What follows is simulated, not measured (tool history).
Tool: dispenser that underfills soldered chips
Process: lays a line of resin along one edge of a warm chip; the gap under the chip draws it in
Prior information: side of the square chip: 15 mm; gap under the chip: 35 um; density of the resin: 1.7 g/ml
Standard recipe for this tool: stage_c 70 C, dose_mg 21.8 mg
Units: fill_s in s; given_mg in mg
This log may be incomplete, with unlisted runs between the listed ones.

run 1 day=0 | stage_c=70 dose_mg=21.8 | fill_s=271 given_mg=21.29
run 2 day=0.171 | stage_c=70 dose_mg=21.8 | fill_s=173 given_mg=21.03
run 3 day=0.279 | stage_c=70 dose_mg=21.8 | fill_s=198.7 given_mg=21.18
run 4 day=0.496 | stage_c=63 dose_mg=21.8 | fill_s=365.1 given_mg=21.63
run 5 day=0.696 | stage_c=70 dose_mg=21.8 | fill_s=162.6 given_mg=21.71
run 6 day=0.9 | stage_c=70 dose_mg=21.8 | fill_s=211.1 given_mg=21.78
run 7 day=1.129 | stage_c=70 dose_mg=23.3 | fill_s=284.7 given_mg=22.99
run 8 day=1.354 | stage_c=70 dose_mg=23.3 | fill_s=190.3 given_mg=23.03
run 9 day=1.546 | stage_c=70 dose_mg=23.3 | fill_s=241.4 given_mg=22.95
run 10 day=1.679 | stage_c=61 dose_mg=21.8 | fill_s=470.2 given_mg=21.42
run 11 day=1.829 | stage_c=70 dose_mg=21.8 | fill_s=187.5 given_mg=21.44
run 12 day=2.054 | stage_c=70 dose_mg=21.8 | fill_s=251.8 given_mg=21.33
run 13 day=2.283 | stage_c=70 dose_mg=21.8 | fill_s=173.9 given_mg=21.32
run 14 day=2.517 | stage_c=70 dose_mg=21.8 | fill_s=232.7 given_mg=21.19
run 15 day=2.692 | stage_c=70 dose_mg=21.2 | fill_s=284.5 given_mg=20.58
run 16 day=2.838 | stage_c=70 dose_mg=21.8 | fill_s=176.9 given_mg=21.18
run 17 day=2.946 | stage_c=70 dose_mg=21.8 | fill_s=204.7 given_mg=21.09
run 18 day=3.192 | stage_c=70 dose_mg=18.6 | fill_s=288.2 given_mg=17.96
run 19 day=3.338 | stage_c=70 dose_mg=24.3 | fill_s=176.2 given_mg=23.49
run 20 day=3.562 | stage_c=70 dose_mg=24.3 | fill_s=229.1 given_mg=23.41
run 21 day=3.75 | stage_c=57 dose_mg=24.1 | fill_s=604.8 given_mg=23.24
run 22 day=3.962 | stage_c=84 dose_mg=21.1 | fill_s=91.2 given_mg=21.15
run 23 day=4.079 | stage_c=73 dose_mg=21.1 | fill_s=186.2 given_mg=21.02
run 24 day=4.233 | stage_c=58 dose_mg=18.9 | fill_s=536.3 given_mg=18.8
run 25 day=4.404 | stage_c=70 dose_mg=24.8 | fill_s=171.1 given_mg=24.66
run 26 day=4.658 | stage_c=70 dose_mg=19.5 | fill_s=241.8 given_mg=19.34
run 27 day=4.85 | stage_c=70 dose_mg=19.5 | fill_s=161 given_mg=19.35
run 28 day=5.062 | stage_c=70 dose_mg=18.9 | fill_s=208.1 given_mg=18.61
run 29 day=5.312 | stage_c=70 dose_mg=18.9 | fill_s=289.6 given_mg=18.54
run 30 day=5.483 | stage_c=70 dose_mg=18.9 | fill_s=190.5 given_mg=18.56
run 31 day=5.6 | stage_c=57 dose_mg=25 | fill_s=440 given_mg=24.57
run 32 day=5.758 | stage_c=57 dose_mg=20.7 | fill_s=542.1 given_mg=20.21
run 33 day=6.004 | stage_c=73 dose_mg=22.9 | fill_s=154.9 given_mg=22.32
run 34 day=6.188 | stage_c=67 dose_mg=24.5 | fill_s=273.3 given_mg=23.84
run 35 day=6.429 | stage_c=67 dose_mg=24.5 | fill_s=186 given_mg=23.75

Between the runs listed above, the log contained 15 entries, not reproduced here. Where in the sequence does each belong, and how does what the log doesn't record of the tool's condition differ from the listed run before to the listed run after?
Run 1 -> run 2: new syringe of resin (day 0.108)
  resin's viscosity, % of fresh resin's: 168.5 -> 107.1; dose that the valve gives, % of what is set: 97.11 -> 96.93; true chip temperature over the reading, C: 0.54 -> 0.55
  difference, measured minus the result without the unlogged condition, fill_s: +106.2 -> +7.2 s; given_mg: -0.63 -> -0.66 mg
Run 3 -> run 4: dispensing valve cleaned and set on the balance (day 0.488)
  resin's viscosity, % of fresh resin's: 122.4 -> 152.2; dose that the valve gives, % of what is set: 96.79 -> 99.74; true chip temperature over the reading, C: 0.56 -> 0.57
  difference, measured minus the result without the unlogged condition, fill_s: +32 -> +117.6 s; given_mg: -0.7 -> -0.05 mg
Run 4 -> run 5: new syringe of resin (day 0.667)
  resin's viscosity, % of fresh resin's: 152.2 -> 102.4; dose that the valve gives, % of what is set: 99.74 -> 99.53; true chip temperature over the reading, C: 0.57 -> 0.59
  difference, measured minus the result without the unlogged condition, fill_s: +117.6 -> -1.1 s; given_mg: -0.05 -> -0.1 mg
Run 7 -> run 8: new syringe of resin (day 1.192)
  resin's viscosity, % of fresh resin's: 174.7 -> 120.4; dose that the valve gives, % of what is set: 99.05 -> 98.81; true chip temperature over the reading, C: 0.62 -> 0.64
  difference, measured minus the result without the unlogged condition, fill_s: +116.1 -> +26.8 s; given_mg: -0.23 -> -0.28 mg
Run 10 -> run 11: new syringe of resin (day 1.708)
  resin's viscosity, % of fresh resin's: 179.6 -> 116.7; dose that the valve gives, % of what is set: 98.42 -> 98.24; true chip temperature over the reading, C: 0.66 -> 0.68
  difference, measured minus the result without the unlogged condition, fill_s: +198.9 -> +21.2 s; given_mg: -0.34 -> -0.38 mg
Run 12 -> run 13: new syringe of resin (day 2.225)
  resin's viscosity, % of fresh resin's: 153.8 -> 107.3; dose that the valve gives, % of what is set: 97.99 -> 97.74; true chip temperature over the reading, C: 0.69 -> 0.71
  difference, measured minus the result without the unlogged condition, fill_s: +82.1 -> +6 s; given_mg: -0.44 -> -0.49 mg
Run 15 -> run 16: new syringe of resin (day 2.75)
  resin's viscosity, % of fresh resin's: 177.1 -> 112; dose that the valve gives, % of what is set: 97.27 -> 97.11; true chip temperature over the reading, C: 0.74 -> 0.75
  difference, measured minus the result without the unlogged condition, fill_s: +117.9 -> +13 s; given_mg: -0.58 -> -0.63 mg
Run 18 -> run 19: new syringe of resin (day 3.262)
  resin's viscosity, % of fresh resin's: 173.5 -> 110.6; dose that the valve gives, % of what is set: 96.69 -> 96.54; true chip temperature over the reading, C: 0.78 -> 0.79
  difference, measured minus the result without the unlogged condition, fill_s: +116.2 -> +10.3 s; given_mg: -0.62 -> -0.84 mg
Run 21 -> run 22: new syringe of resin (day 3.779); dispensing valve cleaned and set on the balance (day 3.921)
  resin's viscosity, % of fresh resin's: 183.6 -> 119.7; dose that the valve gives, % of what is set: 96.04 -> 99.85; true chip temperature over the reading, C: 0.82 -> 0.84
  difference, measured minus the result without the unlogged condition, fill_s: +260.5 -> +11.8 s; given_mg: -0.96 -> -0.03 mg
Run 24 -> run 25: new syringe of resin (day 4.333)
  resin's viscosity, % of fresh resin's: 167.6 -> 109.1; dose that the valve gives, % of what is set: 99.54 -> 99.35; true chip temperature over the reading, C: 0.86 -> 0.87
  difference, measured minus the result without the unlogged condition, fill_s: +200.3 -> +6.8 s; given_mg: -0.08 -> -0.16 mg
Run 26 -> run 27: new syringe of resin (day 4.85)
  resin's viscosity, % of fresh resin's: 149.4 -> 99.9; dose that the valve gives, % of what is set: 99.06 -> 98.87; true chip temperature over the reading, C: 0.89 -> 0.91
  difference, measured minus the result without the unlogged condition, fill_s: +72.2 -> -7.8 s; given_mg: -0.19 -> -0.22 mg
Run 29 -> run 30: new syringe of resin (day 5.358)
  resin's viscosity, % of fresh resin's: 176 -> 117.7; dose that the valve gives, % of what is set: 98.32 -> 98.13; true chip temperature over the reading, C: 0.94 -> 0.96
  difference, measured minus the result without the unlogged condition, fill_s: +117.3 -> +20.8 s; given_mg: -0.32 -> -0.35 mg
Run 32 -> run 33: new syringe of resin (day 5.883)
  resin's viscosity, % of fresh resin's: 165.1 -> 116.6; dose that the valve gives, % of what is set: 97.8 -> 97.53; true chip temperature over the reading, C: 0.98 -> 1
  difference, measured minus the result without the unlogged condition, fill_s: +195.7 -> +15.1 s; given_mg: -0.45 -> -0.57 mg
Run 34 -> run 35: new syringe of resin (day 6.408)
  resin's viscosity, % of fresh resin's: 146.5 -> 102.4; dose that the valve gives, % of what is set: 97.31 -> 97.07; true chip temperature over the reading, C: 1.01 -> 1.03
  difference, measured minus the result without the unlogged condition, fill_s: +76.4 -> -5.9 s; given_mg: -0.65 -> -0.71 mg
